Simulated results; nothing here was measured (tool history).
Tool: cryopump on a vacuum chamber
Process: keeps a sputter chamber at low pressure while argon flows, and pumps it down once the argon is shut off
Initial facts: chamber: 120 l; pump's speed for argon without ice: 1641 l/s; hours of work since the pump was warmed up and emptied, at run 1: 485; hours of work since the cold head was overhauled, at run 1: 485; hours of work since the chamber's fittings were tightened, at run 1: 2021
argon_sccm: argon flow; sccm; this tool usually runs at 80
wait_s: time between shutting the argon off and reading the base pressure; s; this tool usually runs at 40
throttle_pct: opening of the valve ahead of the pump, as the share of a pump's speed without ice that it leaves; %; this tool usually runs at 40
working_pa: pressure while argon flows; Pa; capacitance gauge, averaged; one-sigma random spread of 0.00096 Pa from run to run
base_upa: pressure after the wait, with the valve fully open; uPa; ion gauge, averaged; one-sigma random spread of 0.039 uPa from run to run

run	hour	argon_sccm	wait_s	throttle_pct	hours of work since the pump was warmed up and emptied	hours of work since the cold head was overhauled	hours of work since the chamber's fittings were tightened	working_pa	base_upa
1	0	80	40	40	485	485	2021	0.2141	2.92
2	21.5	80	40	40	494	494	2030	0.2146	3.06
3	42.6	80	40	40	503	503	2038	0.2149	2.96
4	55.4	80	40	40	508	508	2044	0.2162	3.06
5	68.3	80	40	40	514	514	2049	0.215	3.05
6	93.2	147	40	40	524	524	2060	0.3999	3.11
7	105.6	147	40	40	529	529	2065	0.3976	2.98
8	119.6	147	40	40	535	535	2071	0.3975	3
9	138.7	147	40	40	543	543	2079	0.3968	3.16
10	160.7	147	40	40	552	552	2088	0.3991	3.09
11	188.9	147	40	40	564	564	2100	0.396	2.93
12	209	64	40	40	573	573	2108	0.1736	3.08
13	226	64	40	40	580	580	2115	0.1735	3.12
14	250.3	64	40	40	590	590	2126	0.1747	3.08
15	268.8	64	40	40	598	598	2133	0.1736	2.99
16	287.1	80	40	40	606	606	2141	0.218	3.09
17	299.4	80	40	40	611	611	2146	0.2174	3.07
18	316.5	39	71	40	618	618	2153	0.1064	2.24
19	338.9	39	71	40	627	627	2163	0.1057	2.24
20	360.7	39	71	48	636	636	2172	0.0881	2.25
21	387.7	49	116	17	648	648	2183	0.3037	1.83
22	412.1	51	185	40	658	658	2194	0.1396	1.57
23	433.4	80	76	16	667	667	2203	0.5253	2.14
24	458.9	80	76	16	678	678	2213	0.5293	2.21
25	472	129	282	16	683	683	2219	0.8516	1.44

Run 26, settings as shown, results not yet in. Your forecast:
26	494.2	80	40	20	693	693	2228	?	?

{"run 26": {"working_pa": 0.4258, "base_upa": 3.11}}
Take away the tool's hidden state, keep the run-to-run variation as it was, and the same run would have given working_pa 0.4128 Pa, base_upa 2.18 uPa.
